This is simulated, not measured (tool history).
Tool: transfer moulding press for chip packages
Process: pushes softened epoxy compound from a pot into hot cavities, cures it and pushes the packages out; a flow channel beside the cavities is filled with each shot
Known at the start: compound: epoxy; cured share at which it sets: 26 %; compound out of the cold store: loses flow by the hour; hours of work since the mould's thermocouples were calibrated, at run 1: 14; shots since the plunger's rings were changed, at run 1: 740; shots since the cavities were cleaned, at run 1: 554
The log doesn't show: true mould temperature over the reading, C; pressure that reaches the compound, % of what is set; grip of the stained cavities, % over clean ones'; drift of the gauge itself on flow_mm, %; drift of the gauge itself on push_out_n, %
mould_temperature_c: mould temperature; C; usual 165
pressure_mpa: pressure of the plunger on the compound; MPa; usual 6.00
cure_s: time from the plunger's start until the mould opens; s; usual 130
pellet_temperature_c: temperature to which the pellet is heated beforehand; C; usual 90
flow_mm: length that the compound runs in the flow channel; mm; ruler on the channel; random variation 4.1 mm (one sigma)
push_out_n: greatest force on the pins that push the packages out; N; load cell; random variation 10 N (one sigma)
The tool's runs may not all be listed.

run,day,mould_temperature_c,pressure_mpa,cure_s,pellet_temperature_c,hours of work since the mould's thermocouples were calibrated,shots since the plunger's rings were changed,shots since the cavities were cleaned,incoming compound's hours out of the cold store,flow_mm,push_out_n
1,0.000,165,6.00,130,90,14,740,554,35.9,892,923
2,0.588,165,6.00,130,90,20,824,638,35.3,904,933
3,1.196,165,6.00,130,90,26,911,725,45.2,843,966
4,1.604,165,6.00,130,90,31,969,783,18.5,993,1002
5,2.404,165,6.00,130,90,39,1083,897,42.8,860,981
6,3.262,165,6.00,130,90,48,1206,1020,26.8,943,1123
# day 3.492: cavities cleaned with cleaning compound and waxed
7,4.183,165,6.00,167,90,57,1329,99,9.1,1040,935
8,5.029,165,6.32,167,90,66,1449,219,39.1,903,913
# day 5.962: cavities cleaned with cleaning compound and waxed, once more
9,5.975,165,6.32,167,90,76,1575,2,44.3,872,398
10,6.846,165,6.32,167,90,85,1699,126,11.1,1056,541
11,7.450,165,6.32,167,90,91,1786,213,28.9,947,574
12,8.088,161,6.00,130,90,98,1877,304,19.8,992,1058
13,8.721,165,6.00,130,81,105,1967,394,46.7,827,831
14,9.642,165,6.00,130,92,114,2098,525,39.2,867,898
15,10.362,162,6.00,156,90,122,2201,628,37.5,886,858
16,11.092,167,7.47,153,86,130,2305,732,38.8,956,827
17,12.050,167,7.47,153,86,140,2443,870,41.0,943,881
18,12.871,167,7.47,153,86,149,2560,987,34.6,977,856
# day 13.338: cavities cleaned with cleaning compound and waxed
19,13.871,167,7.47,153,86,159,2693,76,26.3,1022,462
20,14.779,167,6.44,161,86,168,2823,206,43.6,857,563
21,15.588,166,6.77,117,96,177,2938,321,41.2,884,891
22,16.071,166,6.77,117,92,182,3007,390,11.0,1069,994
23,16.667,169,6.77,117,92,188,3092,475,26.8,957,871
24,17.071,167,4.76,130,96,192,3150,533,40.7,740,826
25,17.788,173,4.98,154,95,200,3252,635,41.3,738,751
26,18.733,164,5.00,154,95,210,3387,770,24.6,848,872
27,19.204,164,5.27,162,84,215,3454,837,33.6,824,851
28,20.117,164,5.27,162,84,225,3585,968,39.9,797,922

4 ways to go on from here, each from the tool as it stands after run 28. What would each give?
# day 20.688: cavities cleaned with cleaning compound and waxed
A,20.871,165,6.00,151,90,232,3684,27,8.9,?,?
# day 20.688: cavities cleaned with cleaning compound and waxed
B,20.871,164,5.76,136,90,232,3684,27,41.5,?,?
# day 20.688: cavities cleaned with cleaning compound and waxed
C,20.871,164,5.06,155,84,232,3684,27,11.4,?,?
# day 20.688: cavities cleaned with cleaning compound and waxed
D,20.871,171,5.10,144,84,232,3684,27,42.8,?,?

run,flow_mm,push_out_n
A,1002,471
B,820,516
C,913,474
D,750,415
Without the tool's hidden state the same runs would have given:
run,flow_mm,push_out_n
A,1060,421
B,867,458
C,965,422
D,793,376
